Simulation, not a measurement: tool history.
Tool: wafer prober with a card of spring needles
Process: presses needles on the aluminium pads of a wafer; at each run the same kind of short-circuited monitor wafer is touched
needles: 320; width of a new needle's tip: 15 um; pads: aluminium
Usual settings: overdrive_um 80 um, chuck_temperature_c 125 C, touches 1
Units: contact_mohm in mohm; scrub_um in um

run   hour  overdrive_um  chuck_temperature_c  touches  contact_mohm  scrub_um
  1    0.0            80                  125        1           270     16.48
  2    7.3            79                  125        1           283     16.25
      10.7  -- tips cleaned on abrasive film
  3   13.4            79                  125        1           276     16.22
  4   20.6            79                  125        1           286     16.26
      21.8  -- tips cleaned on abrasive film
  5   27.7            87                  125        1           278     17.85
  6   32.2            80                  125        1           284     16.42
      33.1  -- tips cleaned on abrasive film
  7   42.3            80                  125        1           284     16.41
      44.0  -- tips cleaned on abrasive film
  8   49.0            80                  125        1           280     16.46
      55.4  -- tips cleaned on abrasive film
  9   58.7            80                  125        1           278     16.41
      66.4  -- tips cleaned on abrasive film
 10   66.4            80                  125        1           269     16.41
 11   72.1            80                  125        1           283     16.37
      77.1  -- tips cleaned on abrasive film
 12   79.3            80                  125        1           275     16.34
 13   87.0            80                  125        1           286     16.39
      88.5  -- tips cleaned on abrasive film
 14   95.0            80                  125        1           283     16.37
      99.2  -- tips cleaned on abrasive film
 15  101.7            80                   81        3           259     16.36

Run 16 comes next. What will it give?
     109.9  -- tips cleaned on abrasive film
 16  110.2            80                   81        3             ?         ?

contact_mohm: 256 mohm
scrub_um: 16.33 um
Without the tool's hidden state the same run would have given contact_mohm 255 mohm, scrub_um 16.61 um.
